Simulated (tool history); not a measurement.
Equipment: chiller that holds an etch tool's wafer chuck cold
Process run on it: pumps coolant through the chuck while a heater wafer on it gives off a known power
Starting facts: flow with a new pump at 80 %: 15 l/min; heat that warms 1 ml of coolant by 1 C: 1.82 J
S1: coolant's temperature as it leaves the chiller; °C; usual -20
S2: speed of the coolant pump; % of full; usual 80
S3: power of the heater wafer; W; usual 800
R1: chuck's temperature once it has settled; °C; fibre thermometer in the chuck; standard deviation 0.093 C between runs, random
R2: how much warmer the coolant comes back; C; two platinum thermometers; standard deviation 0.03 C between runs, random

Run 1, day 0.000: usual settings. Result: R1 -15.14 °C, R2 1.75 C.
Run 2, day 1.088: usual settings but S3 691 W. Result: R1 -15.90 °C, R2 1.53 C.
Run 3, day 2.154: usual settings. Result: R1 -15.16 °C, R2 1.75 C.
Run 4, day 3.942: usual settings but S2 64 % of full. Result: R1 -14.03 °C, R2 2.22 C.
Run 5, day 5.704: usual settings but S2 64 % of full. Result: R1 -13.92 °C, R2 2.19 C.
Run 6, day 8.062: usual settings but S2 64 % of full. Result: R1 -13.91 °C, R2 2.21 C.
Run 7, day 10.708: usual settings but S2 64 % of full. Result: R1 -14.04 °C, R2 2.23 C.
Run 8, day 12.200: usual settings but S2 64 % of full. Result: R1 -14.03 °C, R2 2.21 C.
Run 9, day 14.733: usual settings but S2 64 % of full. Result: R1 -13.88 °C, R2 2.22 C.
Run 10, day 16.967: usual settings but S2 64 % of full. Result: R1 -13.93 °C, R2 2.23 C.
Run 11, day 18.221: usual settings. Result: R1 -15.03 °C, R2 1.79 C.
Run 12, day 19.654: usual settings. Result: R1 -14.99 °C, R2 1.78 C.
At day 19.821: chiller's thermometer calibrated.
Run 13, day 21.325: usual settings. Result: R1 -15.30 °C, R2 1.81 C.
Run 14, day 23.379: usual settings but S3 697 W. Result: R1 -16.18 °C, R2 1.53 C.
Run 15, day 24.833: usual settings but S3 697 W. Result: R1 -15.93 °C, R2 1.55 C.
At day 25.754: chiller's thermometer calibrated, once more.
Run 16, day 26.204: usual settings but S3 1142 W. Result: R1 -12.73 °C, R2 2.51 C.
Run 17, day 27.312: usual settings but S2 72 % of full. Result: R1 -14.28 °C, R2 2.00 C.
Run 18, day 28.917: usual settings but S2 96 % of full. Result: R1 -15.71 °C, R2 1.46 C.
Run 19, day 31.012: usual settings but S2 96 % of full. Result: R1 -15.51 °C, R2 1.45 C.
Run 20, day 32.421: usual settings but S2 96 % of full. Result: R1 -15.67 °C, R2 1.48 C.
Run 21, day 34.588: usual settings but S1 -27 °C, S2 73 % of full, S3 955 W. Result: R1 -20.42 °C, R2 2.32 C.
Run 22, day 35.792: usual settings but S1 -22 °C, S3 771 W. Result: R1 -17.09 °C, R2 1.75 C.
Run 23, day 37.812: usual settings but S1 -16 °C, S3 522 W. Result: R1 -12.61 °C, R2 1.20 C.
Run 24, day 39.433: usual settings but S1 -15 °C, S3 625 W. Result: R1 -10.99 °C, R2 1.38 C.

Estimate the outcome of run 25 from the log above:
Run 25, day 40.675: usual settings but S3 426 W. Result: R1 ?, R2 ?.

Run 25 came out at R1 -17.37 °C, R2 0.97 C.
Minus the tool's unlogged condition, the same run would have read R1 -17.41 °C, R2 0.94 C.

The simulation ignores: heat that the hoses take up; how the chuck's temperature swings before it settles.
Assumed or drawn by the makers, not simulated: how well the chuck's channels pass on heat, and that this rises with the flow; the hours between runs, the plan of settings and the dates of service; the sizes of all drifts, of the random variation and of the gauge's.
